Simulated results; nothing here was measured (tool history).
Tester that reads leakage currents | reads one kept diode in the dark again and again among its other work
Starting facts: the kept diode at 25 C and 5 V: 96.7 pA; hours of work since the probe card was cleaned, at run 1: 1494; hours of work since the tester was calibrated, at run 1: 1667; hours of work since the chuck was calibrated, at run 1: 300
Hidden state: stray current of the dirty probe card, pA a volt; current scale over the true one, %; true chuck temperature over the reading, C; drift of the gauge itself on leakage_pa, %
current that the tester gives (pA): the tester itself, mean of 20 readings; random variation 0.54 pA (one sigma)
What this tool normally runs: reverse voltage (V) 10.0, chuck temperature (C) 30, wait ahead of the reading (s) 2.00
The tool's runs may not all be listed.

run	hour	reverse voltage (V)	chuck temperature (C)	wait ahead of the reading (s)	hours of work since the probe card was cleaned	hours of work since the tester was calibrated	hours of work since the chuck was calibrated	current that the tester gives (pA)
1	0.0	10.0	30	2.00	1494	1667	300	180.27
2	55.3	10.0	30	2.00	1533	1705	338	178.71
3	90.0	10.0	30	2.00	1557	1729	362	177.69
4	135.1	10.0	30	2.00	1588	1760	394	177.15
5	201.8	10.0	30	2.00	1635	1807	440	175.42
6	249.4	19.4	30	2.00	1668	1840	473	228.23
7	306.2	19.4	30	2.00	1707	1879	513	225.74
8	372.6	10.0	28	2.00	1753	1925	559	148.80
9	419.0	10.0	28	2.00	1786	1958	591	147.64
10	482.3	10.0	30	2.00	1830	2002	635	169.58
11	532.4	10.0	30	2.00	1864	2037	670	167.40
12	565.0	10.0	30	2.00	1887	2059	692	166.73
# hour 595.9: chuck's temperature calibrated
13	608.1	10.0	30	2.00	1916	2088	8	194.84
14	647.8	10.0	30	3.12	1943	2115	36	193.95
# hour 671.9: probe card cleaned and baked
15	682.6	10.0	30	3.12	7	2137	58	175.27
16	740.2	10.0	30	2.00	47	2177	98	173.67
17	788.7	1.6	30	2.00	81	2211	132	94.33
18	833.8	6.3	30	2.00	113	2243	163	147.83
19	868.0	6.3	30	2.00	136	2266	187	146.60
20	915.5	10.0	20	2.00	169	2299	220	77.40
21	988.5	13.1	58	0.70	220	2350	271	1322.00
22	1026.1	13.1	35	0.43	246	2376	297	268.86
23	1079.4	3.8	30	2.00	283	2413	334	119.44
24	1134.0	3.8	30	2.00	321	2451	372	118.63
25	1167.1	3.8	30	2.00	344	2474	395	117.22
26	1223.1	3.8	30	2.00	383	2513	434	116.55
27	1259.4	17.8	28	0.87	408	2538	459	170.91
28	1319.6	1.7	30	0.62	450	2580	501	87.91
29	1353.2	1.5	30	0.44	474	2604	524	84.34
30	1401.4	19.0	26	2.17	507	2637	558	147.11
31	1433.4	10.0	30	3.72	529	2659	580	157.64
32	1487.7	2.4	30	4.17	567	2697	618	96.05
33	1537.1	12.2	39	2.81	601	2731	652	324.73
34	1612.6	10.0	22	4.14	654	2784	704	83.79
# hour 1621.1: chuck's temperature calibrated
35	1657.8	3.1	25	0.51	684	2814	25	83.90
36	1691.5	10.0	30	4.47	707	2837	49	182.55
37	1723.8	3.5	58	0.45	730	2860	71	899.45
38	1767.1	3.5	58	0.45	760	2890	101	898.36
39	1805.2	3.5	58	0.45	786	2916	128	887.85

Some steps in current that the tester gives (pA) between neighbouring runs. How much of each would the tool show without its hidden state too (settings, what came in, random variation), and how much is left for the hidden state, with any gauge scatter that isn't in both results?
Run 20 -> 21: reverse voltage (V) 10.0 -> 13.1, chuck temperature (C) 20 -> 58, wait ahead of the reading (s) 2.00 -> 0.70. current that the tester gives (pA) +1244.60: hidden state -90.72, all else +1335.32.
Run 21 -> 22: chuck temperature (C) 58 -> 35, wait ahead of the reading (s) 0.70 -> 0.43. current that the tester gives (pA) -1053.14: hidden state +73.73, all else -1126.87.
Run 33 -> 34: reverse voltage (V) 12.2 -> 10.0, chuck temperature (C) 39 -> 22, wait ahead of the reading (s) 2.81 -> 4.14. current that the tester gives (pA) -240.94: hidden state +41.76, all else -282.70.
Run 36 -> 37: reverse voltage (V) 10.0 -> 3.5, chuck temperature (C) 30 -> 58, wait ahead of the reading (s) 4.47 -> 0.45. current that the tester gives (pA) +716.90: hidden state -23.73, all else +740.63.
